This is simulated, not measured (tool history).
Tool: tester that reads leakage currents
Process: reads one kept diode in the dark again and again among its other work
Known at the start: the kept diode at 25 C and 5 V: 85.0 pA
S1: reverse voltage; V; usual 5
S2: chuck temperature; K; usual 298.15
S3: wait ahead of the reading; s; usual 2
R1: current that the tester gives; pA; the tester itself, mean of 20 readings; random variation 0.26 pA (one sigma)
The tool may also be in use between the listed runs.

{"run": 1, "hour": 0.0, "S1": 5, "S2": 298.15, "S3": 2, "R1": 103.04}
{"run": 2, "hour": 22.3, "S1": 5, "S2": 298.15, "S3": 2, "R1": 102.19}
{"run": 3, "hour": 44.4, "S1": 5, "S2": 298.15, "S3": 2, "R1": 103.34}
{"run": 4, "hour": 73.3, "S1": 5, "S2": 298.15, "S3": 2, "R1": 103.61}
{"run": 5, "hour": 97.4, "S1": 5, "S2": 298.15, "S3": 2, "R1": 103.91}
{"run": 6, "hour": 113.0, "S1": 5, "S2": 298.15, "S3": 4.95, "R1": 103.38}
{"run": 7, "hour": 143.2, "S1": 5, "S2": 298.15, "S3": 4.95, "R1": 104.18}
{"run": 8, "hour": 160.6, "S1": 5, "S2": 298.15, "S3": 4.95, "R1": 104.14}
{"hour": 172.6, "done": "chuck's temperature calibrated"}
{"run": 9, "hour": 184.6, "S1": 5, "S2": 298.15, "S3": 4.95, "R1": 91.13}
{"run": 10, "hour": 209.2, "S1": 5, "S2": 298.15, "S3": 2, "R1": 91.69}
{"run": 11, "hour": 239.8, "S1": 5, "S2": 298.15, "S3": 2, "R1": 91.83}
{"run": 12, "hour": 260.3, "S1": 2.65, "S2": 298.15, "S3": 2, "R1": 66.83}
{"run": 13, "hour": 290.7, "S1": 2.65, "S2": 298.15, "S3": 2, "R1": 66.73}
{"run": 14, "hour": 305.3, "S1": 2.65, "S2": 298.15, "S3": 2, "R1": 67.12}
{"run": 15, "hour": 319.7, "S1": 2.65, "S2": 298.15, "S3": 2, "R1": 67.23}
{"run": 16, "hour": 352.0, "S1": 2.81, "S2": 298.15, "S3": 2, "R1": 69.5}
{"run": 17, "hour": 367.9, "S1": 2.81, "S2": 298.15, "S3": 2, "R1": 69.57}
{"run": 18, "hour": 395.8, "S1": 2.81, "S2": 298.15, "S3": 2, "R1": 69.52}
{"run": 19, "hour": 416.8, "S1": 2.81, "S2": 298.15, "S3": 2, "R1": 70.04}
{"run": 20, "hour": 441.8, "S1": 5, "S2": 298.15, "S3": 2, "R1": 93.86}
{"run": 21, "hour": 461.1, "S1": 5, "S2": 298.15, "S3": 2, "R1": 94.02}
{"run": 22, "hour": 483.9, "S1": 5, "S2": 298.15, "S3": 2, "R1": 93.94}
{"run": 23, "hour": 503.9, "S1": 1.21, "S2": 298.15, "S3": 0.79, "R1": 46.31}
{"run": 24, "hour": 536.1, "S1": 1.21, "S2": 298.15, "S3": 0.79, "R1": 46.44}
{"run": 25, "hour": 550.6, "S1": 1.21, "S2": 298.15, "S3": 0.79, "R1": 46.43}
{"run": 26, "hour": 568.0, "S1": 2.83, "S2": 298.15, "S3": 0.42, "R1": 71.11}
{"run": 27, "hour": 594.2, "S1": 17.77, "S2": 309.15, "S3": 0.42, "R1": 396.16}
{"run": 28, "hour": 620.2, "S1": 1.88, "S2": 298.15, "S3": 0.37, "R1": 58.19}
{"run": 29, "hour": 648.4, "S1": 1.88, "S2": 298.15, "S3": 0.37, "R1": 58.32}
{"run": 30, "hour": 667.4, "S1": 1.88, "S2": 298.15, "S3": 0.37, "R1": 58.93}
{"run": 31, "hour": 694.6, "S1": 13.28, "S2": 298.15, "S3": 1.06, "R1": 162.44}
{"run": 32, "hour": 717.7, "S1": 13.28, "S2": 313.15, "S3": 2.04, "R1": 451.74}
{"run": 33, "hour": 732.7, "S1": 13.28, "S2": 313.15, "S3": 2.04, "R1": 453.67}
{"run": 34, "hour": 757.8, "S1": 3.06, "S2": 328.15, "S3": 9.94, "R1": 598.21}
{"run": 35, "hour": 785.0, "S1": 3.06, "S2": 328.15, "S3": 9.94, "R1": 596.56}
{"run": 36, "hour": 818.7, "S1": 13.37, "S2": 301.15, "S3": 0.45, "R1": 203.73}
{"run": 37, "hour": 851.0, "S1": 1.32, "S2": 296.15, "S3": 7.97, "R1": 42.65}
{"run": 38, "hour": 875.0, "S1": 1.27, "S2": 313.15, "S3": 0.4, "R1": 144.48}
{"run": 39, "hour": 900.1, "S1": 10.25, "S2": 293.15, "S3": 2, "R1": 103.01}
{"run": 40, "hour": 925.8, "S1": 10.25, "S2": 293.15, "S3": 2, "R1": 103.3}

The same runs without the tool's hidden state, with the same run-to-run variation:
The hidden state here: stray current of the dirty probe card, pA a volt; current scale over the true one, %; true chuck temperature over the reading, C; drift of the gauge itself on leakage_pa, %.
run=1 R1=85.7
run=2 R1=84.8
run=3 R1=85.55
run=4 R1=85.52
run=5 R1=85.55
run=6 R1=84.97
run=7 R1=85.37
run=8 R1=85.17
run=9 R1=84.99
run=10 R1=85.29
run=11 R1=85.11
run=12 R1=62.98
run=13 R1=62.69
run=14 R1=62.98
run=15 R1=62.98
run=16 R1=64.8
run=17 R1=64.77
run=18 R1=64.54
run=19 R1=64.91
run=20 R1=85.16
run=21 R1=85.12
run=22 R1=84.85
run=23 R1=43.42
run=24 R1=43.42
run=25 R1=43.35
run=26 R1=64.95
run=27 R1=358.76
run=28 R1=53.49
run=29 R1=53.47
run=30 R1=53.94
run=31 R1=136.28
run=32 R1=414.74
run=33 R1=415.97
run=34 R1=571.29
run=35 R1=568.74
run=36 R1=173.2
run=37 R1=38.4
run=38 R1=135.6
run=39 R1=80.78
run=40 R1=80.7

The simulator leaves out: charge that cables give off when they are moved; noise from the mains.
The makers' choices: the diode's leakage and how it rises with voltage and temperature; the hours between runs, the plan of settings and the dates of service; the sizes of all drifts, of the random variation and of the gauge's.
